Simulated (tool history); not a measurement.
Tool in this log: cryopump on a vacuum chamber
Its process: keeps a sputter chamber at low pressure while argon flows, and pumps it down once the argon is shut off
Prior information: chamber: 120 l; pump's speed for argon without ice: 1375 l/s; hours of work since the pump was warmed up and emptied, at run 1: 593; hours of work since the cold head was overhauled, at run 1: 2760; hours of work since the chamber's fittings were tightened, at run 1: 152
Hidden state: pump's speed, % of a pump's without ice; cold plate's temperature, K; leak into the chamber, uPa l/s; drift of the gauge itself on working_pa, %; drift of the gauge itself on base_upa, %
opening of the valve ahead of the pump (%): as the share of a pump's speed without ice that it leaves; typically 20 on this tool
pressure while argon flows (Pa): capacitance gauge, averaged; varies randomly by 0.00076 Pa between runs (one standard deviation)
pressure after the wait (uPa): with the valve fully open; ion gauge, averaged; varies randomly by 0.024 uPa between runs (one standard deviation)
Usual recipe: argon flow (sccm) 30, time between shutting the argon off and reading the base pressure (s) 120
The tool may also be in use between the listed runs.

run	day	argon flow (sccm)	time between shutting the argon off and reading the base pressure (s)	opening of the valve ahead of the pump (%)	hours of work since the pump was warmed up and emptied	hours of work since the cold head was overhauled	hours of work since the chamber's fittings were tightened	pressure while argon flows (Pa)	pressure after the wait (uPa)
1	0.000	30	120	20	593	2760	152	0.1927	1.40
2	2.604	30	120	20	640	2806	199	0.1925	1.49
# day 5.717: pump warmed up, emptied and cooled again
3	6.812	30	120	20	20	2878	271	0.1854	1.50
4	10.404	30	120	20	84	2942	335	0.1874	1.74
5	13.450	30	120	20	139	2997	390	0.1877	1.83
6	17.708	30	120	20	215	3073	466	0.1886	2.01
7	19.846	30	120	20	253	3112	505	0.1891	2.12
8	22.117	30	120	20	294	3152	545	0.1891	2.30
9	24.958	30	120	20	345	3203	596	0.1908	2.35
10	28.654	30	120	23	411	3270	662	0.1658	2.68
11	30.933	30	120	23	452	3311	703	0.1666	2.79

Run 12 is up next; what results do you expect?
12	34.400	57	120	23	514	3373	765	?	?

Run 12 produced pressure while argon flows (Pa) 0.3189, pressure after the wait (uPa) 2.92.
If the tool had no hidden condition, the same run with the same run-to-run variation would have returned pressure while argon flows (Pa) 0.3042, pressure after the wait (uPa) 0.87.
